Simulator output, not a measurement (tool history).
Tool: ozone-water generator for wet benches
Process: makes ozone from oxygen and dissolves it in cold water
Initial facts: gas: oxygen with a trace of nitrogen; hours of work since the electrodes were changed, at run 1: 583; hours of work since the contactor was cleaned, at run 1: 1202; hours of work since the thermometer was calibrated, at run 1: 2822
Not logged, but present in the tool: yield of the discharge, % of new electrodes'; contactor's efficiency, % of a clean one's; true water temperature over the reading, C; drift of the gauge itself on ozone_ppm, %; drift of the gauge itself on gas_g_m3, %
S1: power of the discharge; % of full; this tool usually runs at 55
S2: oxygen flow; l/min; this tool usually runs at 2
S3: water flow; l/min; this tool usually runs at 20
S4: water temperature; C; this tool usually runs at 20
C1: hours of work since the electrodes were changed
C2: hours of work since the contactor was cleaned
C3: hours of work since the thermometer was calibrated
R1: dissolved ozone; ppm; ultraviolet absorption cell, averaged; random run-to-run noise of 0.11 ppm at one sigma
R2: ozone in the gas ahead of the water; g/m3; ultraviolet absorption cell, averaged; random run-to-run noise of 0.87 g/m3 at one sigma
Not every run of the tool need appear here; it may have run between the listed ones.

run,day,S1,S2,S3,S4,C1,C2,C3,R1,R2
1,0,55,2,20,20,583,1202,2822,7.9,141.4
2,2.6,55,2,20,20,638,1257,2877,8,142
3,6.125,55,2,20,20,713,1332,2952,8,139.3
4,8.783,55,2,23,20,770,1388,3008,6.9,141.3
5,10.633,55,2,23,20,809,1428,3048,7.1,142.7
6,14.292,55,2,23,20,886,1505,3125,7.2,142.2
7,18.112,55,2,23,20,967,1586,3206,7,142.9
8,20.783,55,2,20,20,1024,1643,3263,8,142.6
9,23.475,55,2,20,12,1081,1700,3320,8.7,142.2
10,26.742,55,2,20,20,1150,1769,3389,7.9,142.4
11,29.138,55,2,20,20,1201,1820,3440,8.1,141.6
12,31.812,55,2,20,20,1258,1877,3497,8,142.9
13,33.896,55,2,20,14,1302,1921,3541,8.5,140.5
14,36.838,55,2,20,13,1365,1983,3603,8.6,142.9
15,40.442,55,2,20,12,1441,2060,3680,8.5,144.4
# day 42.525: water thermometer calibrated
16,42.812,55,2,20,12,1491,2110,6,8.5,140.7
17,45.767,55,2,20,12,1553,2172,69,8.7,142.5
18,49.229,55,2,20,12,1627,2246,142,8.6,142.6
19,50.917,55,2,20,20,1663,2282,178,8.1,142.2
20,54.742,55,2,20,20,1744,2363,259,7.9,141.6
21,57.488,55,2,20,20,1802,2421,317,7.9,142.4
22,59.354,52,1.25,29,20,1842,2460,357,4.8,176.9
23,61.042,52,1.25,29,20,1877,2496,393,4.6,174.3
24,63.979,55,1.57,20,20,1940,2559,455,7.6,162.2
25,66.417,69,2,13,17,1991,2610,507,14,164.6
26,69.85,55,2,24,20,2064,2683,580,6.7,141.3
27,71.921,90,2.11,20,23,2108,2727,623,10.9,193.5
28,75.142,98,2,20,22,2176,2795,692,11.7,212.1
29,77.817,55,1.46,15,20,2233,2852,748,9.5,167.3
30,80.362,92,1.77,22,26,2287,2906,803,9.8,218.3
31,83.954,58,1.77,23,26,2363,2982,879,6.8,156.8
32,87.608,54,2,20,15,2441,3060,956,8.2,138.2

Below are 5 alternative next runs, each starting from the tool's condition after run 32. Predict each:
A,89.608,74,2,20,20,2483,3102,999,?,?
B,89.608,55,1.29,20,20,2483,3102,999,?,?
C,89.608,77,2,20,22,2483,3102,999,?,?
D,89.608,56,1.79,20,13,2483,3102,999,?,?
E,89.608,45,3.5,20,15,2483,3102,999,?,?

run,R1,R2
A,9.7,175.9
B,6.9,179.6
C,9.8,178
D,8.2,151.5
E,8.1,91.4
With no hidden state in the tool, these same runs would have given:
run,R1,R2
A,9.7,176.1
B,6.9,179.8
C,9.8,178.1
D,8.2,151.6
E,8.1,91.5
